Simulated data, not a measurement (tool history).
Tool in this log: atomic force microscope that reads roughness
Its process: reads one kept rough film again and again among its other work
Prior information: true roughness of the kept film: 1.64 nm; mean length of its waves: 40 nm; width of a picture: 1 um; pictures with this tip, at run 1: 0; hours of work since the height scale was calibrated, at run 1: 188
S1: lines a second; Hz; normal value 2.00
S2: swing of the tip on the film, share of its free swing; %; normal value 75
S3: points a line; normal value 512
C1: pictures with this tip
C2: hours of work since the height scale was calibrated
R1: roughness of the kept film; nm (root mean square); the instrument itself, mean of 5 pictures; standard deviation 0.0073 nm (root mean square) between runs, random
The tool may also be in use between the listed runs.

run	day	S1	S2	S3	C1	C2	R1
1	0.000	2.00	75	512	0	188	1.519
2	0.788	2.00	75	512	21	199	1.502
3	1.767	2.00	75	512	47	214	1.495
4	2.300	2.00	75	512	61	221	1.500
5	3.200	2.00	75	512	84	234	1.480
6	3.750	2.00	75	512	98	242	1.463
7	4.592	2.00	75	512	121	255	1.453
8	5.479	3.24	75	512	144	268	1.420
9	6.283	3.24	75	512	165	279	1.415
10	7.017	3.24	75	512	184	290	1.400
11	7.688	2.00	75	318	202	300	1.427
12	8.504	1.09	75	512	223	312	1.460
13	9.492	2.46	75	512	249	326	1.412
14	10.304	2.46	58	512	270	338	1.452
# day 10.700: new tip fitted
15	11.025	2.46	58	512	9	348	1.547
16	12.100	2.46	58	512	37	364	1.531
17	13.175	2.46	58	512	65	380	1.523
18	14.167	2.46	58	512	91	394	1.511
19	14.608	2.46	58	512	102	401	1.508
20	15.117	2.46	58	512	116	408	1.495
21	15.596	2.46	58	512	128	415	1.489
22	16.421	2.46	58	516	150	427	1.492
23	16.946	2.00	75	512	164	435	1.452
24	17.767	2.00	75	512	185	447	1.445
25	18.567	2.00	75	512	206	458	1.438
26	19.475	2.74	72	737	230	472	1.430
27	20.338	2.74	72	737	252	484	1.408
28	20.950	1.19	78	370	269	493	1.442
# day 21.408: new tip fitted
29	21.529	1.19	78	370	3	501	1.505
30	22.283	2.00	57	451	23	512	1.546
31	22.742	0.60	56	579	35	519	1.557
32	23.475	3.46	80	781	54	530	1.403
33	24.242	3.02	58	512	74	541	1.504
34	24.846	3.02	58	512	90	550	1.499
35	25.929	1.76	81	999	118	565	1.435
36	26.717	3.92	81	388	139	577	1.348
37	27.388	3.92	85	388	157	587	1.311
38	28.375	3.45	85	388	182	601	1.332
39	29.292	2.63	81	714	206	614	1.384
40	30.350	2.63	81	714	234	630	1.362
41	30.921	0.76	84	491	249	638	1.443
42	31.896	1.85	58	773	275	652	1.455
# day 32.075: new tip fitted
43	32.733	2.00	73	460	17	664	1.494
44	33.250	2.00	75	774	31	672	1.485
45	33.962	1.21	82	260	49	682	1.477
46	34.762	1.15	78	260	70	694	1.490
47	35.592	1.15	78	260	92	706	1.476
48	36.475	1.15	78	260	115	719	1.476
49	36.962	1.15	78	260	128	726	1.463
50	37.942	3.18	75	512	153	740	1.412

How would selected steps in R1 from run to run divide? Give the signed amount a tool lacking its hidden state would still show from settings, what came in and random variation, and the signed amount left for the hidden state, including any gauge scatter that is not in both of the compared results.
Hidden state at play: radius of the tip, nm; height scale over the true one, %; drift of the gauge itself on roughness_nm, %.
Run 14 -> 15: new tip fitted. R1 +0.095 nm (root mean square): hidden state +0.084, all else +0.011.
Run 28 -> 29: new tip fitted. R1 +0.063 nm (root mean square): hidden state +0.076, all else -0.013.
Run 31 -> 32: S1 0.60 -> 3.46, S2 56 -> 80, S3 579 -> 781. R1 -0.154 nm (root mean square): hidden state -0.002, all else -0.152.
Run 32 -> 33: S1 3.46 -> 3.02, S2 80 -> 58, S3 781 -> 512. R1 +0.101 nm (root mean square): hidden state -0.010, all else +0.111.
Run 42 -> 43: S1 1.85 -> 2.00, S2 58 -> 73, S3 773 -> 460, new tip fitted. R1 +0.039 nm (root mean square): hidden state +0.083, all else -0.044.

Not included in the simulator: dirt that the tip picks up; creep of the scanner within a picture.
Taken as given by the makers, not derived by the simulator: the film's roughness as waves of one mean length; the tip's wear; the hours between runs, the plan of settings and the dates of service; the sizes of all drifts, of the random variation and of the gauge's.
